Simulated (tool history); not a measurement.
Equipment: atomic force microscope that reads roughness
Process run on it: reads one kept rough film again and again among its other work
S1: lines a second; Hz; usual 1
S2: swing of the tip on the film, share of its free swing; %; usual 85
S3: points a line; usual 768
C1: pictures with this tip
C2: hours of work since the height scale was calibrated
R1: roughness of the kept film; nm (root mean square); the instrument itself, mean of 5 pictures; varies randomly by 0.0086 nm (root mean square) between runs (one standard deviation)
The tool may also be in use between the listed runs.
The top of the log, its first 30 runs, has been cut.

run   hour    S1  S2   S3   C1   C2     R1
 31  542.1  2.72  69  549  174  484  1.873
     553.3  -- new tip fitted
 32    559     1  84  716   12  496  1.914
 33  570.1     1  85  599   35  504  1.924
 34  590.3  3.61  66  719   77  519  1.834
 35  609.8  3.61  66  719  119  534  1.841
 36  626.2  1.19  68  744  153  546  2.035
 37  645.3  1.19  68  744  193  560  2.032
     647.6  -- new tip fitted
 38  663.7  0.94  59  768   34  574  2.106
 39  686.6     1  57  289   82  591  2.116
 40    709  1.14  56  836  129  608  2.115
 41  731.5  1.14  56  836  176  624  2.107
     742.5  -- new tip fitted
 42  743.3  1.14  56  836    2  633  2.108
 43  764.2     1  62  545   46  648  2.105
 44  774.2  1.31  80  890   67  656  1.914
 45  792.5  1.84  80  890  105  669  1.829
 46  803.9  2.35  85  789  129  678  1.638
 47  816.2  2.35  85  789  155  687  1.647
 48  829.8  1.72  87  260  184  697  1.728
     837.9  -- new tip fitted
 49  850.6     1  59  679   26  712   2.12

Predict each of these 4 candidate next runs independently; none follows another, all start after run 49:
  A  868.3  1.37  59  572  64  726   ?
  B  868.3  0.59  59  679  64  726   ?
  C  868.3     1  63  888  64  726   ?
  D  868.3  0.85  64  768  64  726   ?

run     R1
  A  2.089
  B  2.147
  C   2.08
  D  2.075
The same runs, with their run-to-run variation unchanged, on a tool lacking any hidden condition would have given:
run     R1
  A  2.093
  B  2.151
  C  2.085
  D   2.08

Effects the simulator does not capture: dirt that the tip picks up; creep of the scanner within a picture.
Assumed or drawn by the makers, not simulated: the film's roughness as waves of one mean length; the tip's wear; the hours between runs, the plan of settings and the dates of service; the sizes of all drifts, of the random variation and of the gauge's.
